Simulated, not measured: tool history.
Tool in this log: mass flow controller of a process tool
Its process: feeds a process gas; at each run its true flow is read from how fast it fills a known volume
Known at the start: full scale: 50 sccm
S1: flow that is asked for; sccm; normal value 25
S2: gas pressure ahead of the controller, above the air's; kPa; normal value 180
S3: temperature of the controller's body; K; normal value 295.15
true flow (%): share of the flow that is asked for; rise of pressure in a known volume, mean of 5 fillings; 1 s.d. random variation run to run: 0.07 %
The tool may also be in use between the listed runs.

Run 1, hour 0: usual settings. Result: true flow (%) 98.83.
Run 2, hour 79.1: usual settings. Result: true flow (%) 98.82.
Run 3, hour 151: usual settings. Result: true flow (%) 98.85.
Run 4, hour 202.8: usual settings. Result: true flow (%) 98.88.
Run 5, hour 239.6: usual settings. Result: true flow (%) 98.65.
Run 6, hour 289.5: usual settings. Result: true flow (%) 98.74.
Run 7, hour 326: usual settings but S1 16 sccm. Result: true flow (%) 98.25.
Run 8, hour 380.2: usual settings but S1 16 sccm. Result: true flow (%) 98.13.
Run 9, hour 461.3: usual settings but S1 16 sccm, S3 300.15 K. Result: true flow (%) 97.82.
Run 10, hour 507.8: usual settings but S1 16 sccm, S3 300.15 K. Result: true flow (%) 97.85.
Run 11, hour 560.1: usual settings but S1 5 sccm, S2 185 kPa, S3 300.15 K. Result: true flow (%) 96.32.
Run 12, hour 628.1: usual settings but S2 142 kPa, S3 300.15 K. Result: true flow (%) 98.08.
Run 13, hour 678.8: usual settings but S2 191 kPa, S3 304.15 K. Result: true flow (%) 98.19.
Run 14, hour 759.7: usual settings but S2 191 kPa, S3 304.15 K. Result: true flow (%) 98.09.
Run 15, hour 834.1: usual settings but S2 191 kPa, S3 304.15 K. Result: true flow (%) 98.16.
Run 16, hour 909.1: usual settings but S1 6 sccm, S2 209 kPa, S3 297.15 K. Result: true flow (%) 96.82.
Run 17, hour 964.7: usual settings but S1 6 sccm, S2 258 kPa, S3 297.15 K. Result: true flow (%) 96.96.
Run 18, hour 1002.5: usual settings but S1 48 sccm, S2 189 kPa, S3 302.15 K. Result: true flow (%) 99.41.
Run 19, hour 1044.8: usual settings but S1 8 sccm, S2 149 kPa, S3 306.15 K. Result: true flow (%) 96.35.
Run 20, hour 1104.7: usual settings but S1 8 sccm, S2 149 kPa, S3 306.15 K. Result: true flow (%) 96.2.

Here are 4 independent what-if runs from the current tool condition. What would each one return?
Run A, hour 1147.1: usual settings but S1 7 sccm, S2 176 kPa, S3 297.15 K. Result: true flow (%) ?.
Run B, hour 1147.1: usual settings but S1 8 sccm, S2 242 kPa, S3 306.15 K. Result: true flow (%) ?.
Run C, hour 1147.1: usual settings but S1 22 sccm, S2 151 kPa. Result: true flow (%) ?.
Run D, hour 1147.1: usual settings but S1 16 sccm, S2 149 kPa, S3 306.15 K. Result: true flow (%) ?.

run  true flow (%)
  A          96.79
  B          96.67
  C          98.33
  D           97.1
With no hidden state in the tool, these same runs would have given:
run  true flow (%)
  A          98.01
  B          97.72
  C          98.71
  D          97.62

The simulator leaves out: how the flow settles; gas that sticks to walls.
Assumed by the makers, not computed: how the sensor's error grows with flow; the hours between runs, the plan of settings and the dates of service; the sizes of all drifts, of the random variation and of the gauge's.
